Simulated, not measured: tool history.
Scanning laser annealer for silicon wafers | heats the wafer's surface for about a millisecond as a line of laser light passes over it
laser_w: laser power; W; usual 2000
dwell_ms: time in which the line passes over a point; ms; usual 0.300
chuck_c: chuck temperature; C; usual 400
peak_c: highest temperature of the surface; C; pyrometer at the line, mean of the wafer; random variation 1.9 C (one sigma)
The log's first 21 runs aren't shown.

run	hour	laser_w	dwell_ms	chuck_c	hours of work since the window was cleaned	hours of work since the power meter was calibrated	hours of work since the optics were aligned	peak_c
22	155.6	2161	0.258	399	37	225	277	1172
23	164.7	2058	0.344	369	41	229	281	1197
24	170.1	2058	0.344	369	44	232	283	1196
25	175.7	2058	0.344	369	46	234	285	1201
26	184.0	1708	0.291	405	50	238	289	1026
27	191.3	1867	0.291	409	53	241	292	1096
28	198.9	1867	0.291	409	56	244	296	1096
29	207.6	2154	0.301	363	60	248	300	1185
30	216.0	1968	0.347	435	64	252	303	1219
31	225.4	1968	0.347	435	68	256	307	1222
32	234.1	1968	0.347	435	72	260	311	1223
33	242.5	1974	0.300	370	75	263	315	1111
34	251.9	1920	0.374	376	80	267	319	1165
35	257.2	2171	0.353	385	82	270	321	1274
36	266.3	2167	0.300	400	86	274	325	1225
37	273.9	2159	0.300	437	89	277	329	1254
38	280.0	2159	0.271	424	92	280	331	1207
39	288.6	2159	0.271	424	96	284	335	1208
40	293.8	2159	0.213	401	98	286	337	1103
41	301.9	2159	0.213	401	102	289	341	1105
42	306.3	2159	0.213	401	103	291	343	1105

3 ways to go on from here, each from the tool as it stands after run 42. What would each give?
A	314.3	1913	0.268	424	107	295	346	?
B	314.3	1838	0.306	375	107	295	346	?
C	314.3	2189	0.255	415	107	295	346	?

run	peak_c
A	1103
B	1061
C	1188
Without the tool's hidden state the same runs would have given:
run	peak_c
A	1116
B	1075
C	1204
